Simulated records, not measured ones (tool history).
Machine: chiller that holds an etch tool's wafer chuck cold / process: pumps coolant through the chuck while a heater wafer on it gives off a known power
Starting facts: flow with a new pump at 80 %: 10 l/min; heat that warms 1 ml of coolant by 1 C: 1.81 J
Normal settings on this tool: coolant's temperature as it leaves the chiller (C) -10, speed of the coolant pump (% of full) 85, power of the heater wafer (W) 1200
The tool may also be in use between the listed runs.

run	hour	coolant's temperature as it leaves the chiller (C)	speed of the coolant pump (% of full)	power of the heater wafer (W)	chuck's temperature once it has settled (C)	how much warmer the coolant comes back (C)
1	0	-10	85	1200	0.1	3.84
2	40.3	-10	85	1200	0.1	3.78
3	87.2	-10	85	697	-4.1	2.23
4	150.3	-10	85	697	-4.1	2.28
5	196.6	-10	85	697	-4.3	2.27
6	255.4	-10	85	697	-4.1	2.3
7	318.6	-10	85	697	-4.2	2.24
# hour 330.4: chiller's thermometer calibrated
8	377.9	-10	85	697	-3.7	2.23
9	422.7	-10	85	697	-4	2.24
10	448.8	-10	85	1200	0.5	3.89
11	487	-10	85	1200	0.5	3.89
12	512.5	-10	85	1200	0.5	3.9
13	557.9	-10	85	1200	0.5	3.95
14	620.4	-10	85	1200	0.5	3.89
15	647.8	-10	85	1200	0.5	3.93
16	682.5	-10	80	1200	0.9	4.16
17	712.4	-10	80	1200	0.9	4.16
18	771.4	-10	80	1200	0.9	4.15
19	798	-10	69	651	-3.4	2.6
20	841.5	-10	69	651	-3.5	2.61
21	877.1	-10	69	651	-3.6	2.6
22	911.1	-16	73	886	-7.5	3.36
23	974.1	-11	64	780	-2.7	3.27
24	1004.8	-11	64	780	-2.7	3.28
25	1059.3	-2	77	950	7	3.4
26	1087.5	-16	97	1126	-6.8	3.24
27	1126.4	-16	97	1126	-6.9	3.23
28	1160	-16	97	1126	-6.9	3.28
29	1221.5	-9	97	1555	3.8	4.49
30	1250.1	-7	66	1453	8.2	6.14
31	1295.3	-10	83	1200	1	4.07
32	1342.6	-10	83	1200	0.9	4.05
33	1373.9	-13	87	903	-5.1	2.84

Predict each of these 3 candidate next runs independently; none follows another, all start after run 33:
A	1410.6	-5	65	903	?	?
B	1410.6	-10	63	806	?	?
C	1410.6	-15	84	1073	?	?

run	chuck's temperature once it has settled (C)	how much warmer the coolant comes back (C)
A	4.6	3.83
B	-1.2	3.51
C	-5.2	3.54
Had the tool no hidden state, the same runs would have come out as:
run	chuck's temperature once it has settled (C)	how much warmer the coolant comes back (C)
A	3.7	3.64
B	-2.1	3.33
C	-6.2	3.36
